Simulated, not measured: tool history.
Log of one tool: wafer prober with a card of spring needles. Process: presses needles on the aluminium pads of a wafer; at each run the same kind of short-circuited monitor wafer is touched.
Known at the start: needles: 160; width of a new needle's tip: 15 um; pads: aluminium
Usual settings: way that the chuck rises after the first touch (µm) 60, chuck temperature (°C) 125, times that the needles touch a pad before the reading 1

| run | hour | way that the chuck rises after the first touch (µm) | chuck temperature (°C) | times that the needles touch a pad before the reading | resistance of one needle with its contact and lead (mohm) | way that a needle slides on the pad (µm) |
|---|---|---|---|---|---|---|
| 1 | 0.0 | 60 | 125 | 1 | 128 | 14.99 |
|  | 3.4 | tips cleaned on abrasive film |
|  | 7.6 | tips cleaned on abrasive film |
|  | 11.8 | tips cleaned on abrasive film |
|  | 15.2 | tips cleaned on abrasive film |
|  | 18.6 | tips cleaned on abrasive film |
| 2 | 18.9 | 60 | 125 | 1 | 129 | 14.81 |
|  | 22.3 | tips cleaned on abrasive film |
|  | 25.7 | tips cleaned on abrasive film |
|  | 29.0 | tips cleaned on abrasive film |
|  | 33.3 | tips cleaned on abrasive film |
|  | 36.6 | tips cleaned on abrasive film |
| 3 | 37.1 | 60 | 125 | 1 | 129 | 15.00 |
|  | 40.4 | tips cleaned on abrasive film |
|  | 43.8 | tips cleaned on abrasive film |
|  | 47.2 | tips cleaned on abrasive film |
|  | 51.4 | tips cleaned on abrasive film |
|  | 54.8 | tips cleaned on abrasive film |
| 4 | 57.1 | 60 | 125 | 3 | 129 | 15.12 |
|  | 58.8 | tips cleaned on abrasive film |
|  | 62.2 | tips cleaned on abrasive film |
|  | 66.4 | tips cleaned on abrasive film |
|  | 69.8 | tips cleaned on abrasive film |
|  | 74.0 | tips cleaned on abrasive film |
|  | 77.6 | tips cleaned on abrasive film |
| 5 | 77.6 | 60 | 114 | 1 | 126 | 15.18 |
|  | 81.8 | tips cleaned on abrasive film |
|  | 85.2 | tips cleaned on abrasive film |
|  | 89.4 | tips cleaned on abrasive film |
|  | 92.8 | tips cleaned on abrasive film |
|  | 97.0 | tips cleaned on abrasive film |
|  | 101.2 | tips cleaned on abrasive film |
| 6 | 101.8 | 60 | 114 | 1 | 127 | 15.29 |
|  | 105.2 | tips cleaned on abrasive film |
|  | 108.6 | tips cleaned on abrasive film |
|  | 112.0 | tips cleaned on abrasive film |
|  | 116.2 | tips cleaned on abrasive film |
|  | 119.6 | tips cleaned on abrasive film |
|  | 123.8 | tips cleaned on abrasive film |
| 7 | 124.7 | 60 | 125 | 1 | 130 | 15.18 |
|  | 127.2 | tips cleaned on abrasive film |
|  | 130.6 | tips cleaned on abrasive film |
|  | 134.8 | tips cleaned on abrasive film |
|  | 138.2 | tips cleaned on abrasive film |
|  | 142.4 | tips cleaned on abrasive film |
|  | 145.8 | tips cleaned on abrasive film |
| 8 | 146.9 | 60 | 125 | 1 | 125 | 14.78 |
|  | 149.5 | tips cleaned on abrasive film |
|  | 153.7 | tips cleaned on abrasive film |
|  | 157.1 | tips cleaned on abrasive film |
|  | 161.3 | tips cleaned on abrasive film |
| 9 | 164.6 | 60 | 125 | 1 | 128 | 15.12 |
|  | 165.5 | tips cleaned on abrasive film |
|  | 169.7 | tips cleaned on abrasive film |
|  | 173.1 | tips cleaned on abrasive film |
|  | 177.3 | tips cleaned on abrasive film |
|  | 180.7 | tips cleaned on abrasive film |
|  | 184.9 | tips cleaned on abrasive film |
| 10 | 185.3 | 60 | 125 | 1 | 129 | 15.17 |
|  | 188.7 | tips cleaned on abrasive film |
|  | 192.1 | tips cleaned on abrasive film |
|  | 196.3 | tips cleaned on abrasive film |
|  | 200.5 | tips cleaned on abrasive film |
|  | 204.7 | tips cleaned on abrasive film |
|  | 208.1 | tips cleaned on abrasive film |
| 11 | 210.7 | 60 | 125 | 1 | 127 | 15.10 |
|  | 211.7 | tips cleaned on abrasive film |
|  | 215.9 | tips cleaned on abrasive film |
|  | 220.1 | tips cleaned on abrasive film |
|  | 224.3 | tips cleaned on abrasive film |
|  | 236.3 | card fitted with new needles |
|  | 239.7 | tips cleaned on abrasive film |
| 12 | 242.5 | 46 | 125 | 1 | 137 | 11.79 |
|  | 243.4 | tips cleaned on abrasive film |
|  | 246.8 | tips cleaned on abrasive film |
|  | 250.2 | tips cleaned on abrasive film |
|  | 254.4 | tips cleaned on abrasive film |
|  | 258.6 | tips cleaned on abrasive film |
|  | 262.8 | tips cleaned on abrasive film |
| 13 | 265.2 | 63 | 36 | 1 | 113 | 16.03 |
|  | 266.9 | tips cleaned on abrasive film |
|  | 270.3 | tips cleaned on abrasive film |
|  | 273.7 | tips cleaned on abrasive film |
|  | 277.9 | tips cleaned on abrasive film |
|  | 281.3 | tips cleaned on abrasive film |
| 14 | 281.9 | 63 | 36 | 1 | 114 | 15.99 |
|  | 285.3 | tips cleaned on abrasive film |
|  | 288.7 | tips cleaned on abrasive film |
|  | 292.0 | tips cleaned on abrasive film |
|  | 296.3 | tips cleaned on abrasive film |
|  | 300.5 | tips cleaned on abrasive film |
|  | 303.9 | tips cleaned on abrasive film |
| 15 | 304.4 | 63 | 36 | 1 | 115 | 15.66 |
|  | 307.8 | tips cleaned on abrasive film |
|  | 312.0 | tips cleaned on abrasive film |
|  | 316.2 | tips cleaned on abrasive film |
|  | 320.4 | tips cleaned on abrasive film |
|  | 324.6 | tips cleaned on abrasive film |
|  | 328.8 | tips cleaned on abrasive film |
| 16 | 328.9 | 52 | 48 | 2 | 119 | 13.07 |
|  | 332.3 | tips cleaned on abrasive film |
|  | 336.5 | tips cleaned on abrasive film |
|  | 340.7 | tips cleaned on abrasive film |
|  | 344.4 | tips cleaned on abrasive film |
| 17 | 344.4 | 50 | 35 | 1 | 117 | 12.90 |
|  | 348.6 | tips cleaned on abrasive film |
|  | 352.0 | tips cleaned on abrasive film |
|  | 355.4 | tips cleaned on abrasive film |
|  | 359.6 | tips cleaned on abrasive film |
|  | 363.0 | tips cleaned on abrasive film |
| 18 | 365.8 | 46 | 122 | 1 | 133 | 11.43 |
|  | 366.7 | tips cleaned on abrasive film |
|  | 370.1 | tips cleaned on abrasive film |
|  | 374.3 | tips cleaned on abrasive film |
|  | 378.6 | tips cleaned on abrasive film |
| 19 | 379.4 | 46 | 122 | 1 | 133 | 11.57 |
|  | 382.1 | tips cleaned on abrasive film |
|  | 385.5 | tips cleaned on abrasive film |
|  | 389.7 | tips cleaned on abrasive film |
|  | 393.9 | tips cleaned on abrasive film |
|  | 398.1 | tips cleaned on abrasive film |
| 20 | 399.9 | 50 | 25 | 1 | 116 | 12.70 |
|  | 401.6 | tips cleaned on abrasive film |
|  | 405.0 | tips cleaned on abrasive film |
|  | 409.2 | tips cleaned on abrasive film |
|  | 412.6 | tips cleaned on abrasive film |
|  | 416.9 | tips cleaned on abrasive film |
|  | 420.2 | tips cleaned on abrasive film |
| 21 | 422.8 | 69 | 25 | 1 | 112 | 17.17 |
|  | 423.7 | tips cleaned on abrasive film |
|  | 427.1 | tips cleaned on abrasive film |
|  | 431.3 | tips cleaned on abrasive film |
|  | 434.7 | tips cleaned on abrasive film |
|  | 438.9 | tips cleaned on abrasive film |
|  | 442.3 | tips cleaned on abrasive film |
|  | 445.7 | tips cleaned on abrasive film |
|  | 449.9 | tips cleaned on abrasive film |
| 22 | 450.3 | 69 | 25 | 1 | 112 | 17.37 |
|  | 453.7 | tips cleaned on abrasive film |
|  | 457.9 | tips cleaned on abrasive film |
|  | 461.3 | tips cleaned on abrasive film |
|  | 465.5 | tips cleaned on abrasive film |
| 23 | 465.5 | 69 | 25 | 1 | 109 | 17.38 |

3 ways to go on from here, each from the tool as it stands after run 23. What would each give?
|  | 468.8 | tips cleaned on abrasive film |
|  | 473.1 | tips cleaned on abrasive film |
|  | 477.3 | tips cleaned on abrasive film |
|  | 481.5 | tips cleaned on abrasive film |
|  | 485.7 | tips cleaned on abrasive film |
|  | 489.1 | tips cleaned on abrasive film |
| A | 490.5 | 58 | 36 | 1 | ? | ? |
|  | 468.8 | tips cleaned on abrasive film |
|  | 473.1 | tips cleaned on abrasive film |
|  | 477.3 | tips cleaned on abrasive film |
|  | 481.5 | tips cleaned on abrasive film |
|  | 485.7 | tips cleaned on abrasive film |
|  | 489.1 | tips cleaned on abrasive film |
| B | 490.5 | 60 | 33 | 2 | ? | ? |
|  | 468.8 | tips cleaned on abrasive film |
|  | 473.1 | tips cleaned on abrasive film |
|  | 477.3 | tips cleaned on abrasive film |
|  | 481.5 | tips cleaned on abrasive film |
|  | 485.7 | tips cleaned on abrasive film |
|  | 489.1 | tips cleaned on abrasive film |
| C | 490.5 | 75 | 86 | 1 | ? | ? |

| run | resistance of one needle with its contact and lead (mohm) | way that a needle slides on the pad (µm) |
|---|---|---|
| A | 116 | 14.81 |
| B | 112 | 15.05 |
| C | 120 | 18.87 |
Without the tool's hidden state the same runs would have given:
| run | resistance of one needle with its contact and lead (mohm) | way that a needle slides on the pad (µm) |
|---|---|---|
| A | 116 | 14.82 |
| B | 112 | 15.06 |
| C | 120 | 18.88 |
